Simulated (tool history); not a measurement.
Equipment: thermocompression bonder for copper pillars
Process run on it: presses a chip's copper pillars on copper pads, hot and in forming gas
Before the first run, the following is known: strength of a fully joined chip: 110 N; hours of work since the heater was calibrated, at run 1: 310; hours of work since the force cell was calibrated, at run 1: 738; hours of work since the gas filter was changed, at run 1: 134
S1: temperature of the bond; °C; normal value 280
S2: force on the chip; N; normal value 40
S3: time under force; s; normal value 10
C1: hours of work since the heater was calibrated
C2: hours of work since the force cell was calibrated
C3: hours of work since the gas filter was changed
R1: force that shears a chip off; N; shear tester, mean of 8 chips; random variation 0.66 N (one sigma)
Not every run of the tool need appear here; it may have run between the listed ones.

run,hour,S1,S2,S3,C1,C2,C3,R1
1,0.0,280,40,10,310,738,134,70.2
2,13.8,280,32,10,316,744,140,62.8
3,34.0,280,32,10,325,753,149,62.0
4,50.8,281,32,10,333,760,157,63.7
5,66.1,281,32,10,339,767,163,63.3
6,80.0,281,32,10,346,773,169,63.3
7,99.9,280,28,10,354,782,178,56.1
8,119.0,280,40,10,363,790,187,72.3
9,130.6,280,40,10,368,795,192,72.9
10,148.8,280,40,10,376,803,200,72.0
# hour 150.8: forming gas filter changed
11,162.0,280,40,10,381,809,5,71.5
12,181.3,280,40,10,390,817,13,71.1
13,199.4,280,40,8,398,825,21,67.7
14,210.4,280,40,8,403,830,26,66.4
15,231.2,280,40,10,412,839,35,71.8
16,252.4,280,40,10,421,848,45,71.7
17,270.0,280,40,10,429,856,52,71.4
18,289.8,280,25,10,438,865,61,52.4
19,302.6,280,40,6,443,871,67,61.1
20,320.6,280,40,6,451,879,75,61.9
21,340.1,280,40,6,460,887,83,61.5
22,356.0,280,40,6,467,894,90,62.1
23,375.6,280,40,6,475,903,99,62.0
24,389.7,270,25,19,482,909,105,58.6
25,404.0,276,32,9,488,915,111,58.0

Expected results for the next run?
26,421.5,276,32,9,496,923,119,?

R1: 57.5 N
Take away the tool's hidden state, keep the run-to-run variation as it was, and the same run would have given R1 57.6 N.

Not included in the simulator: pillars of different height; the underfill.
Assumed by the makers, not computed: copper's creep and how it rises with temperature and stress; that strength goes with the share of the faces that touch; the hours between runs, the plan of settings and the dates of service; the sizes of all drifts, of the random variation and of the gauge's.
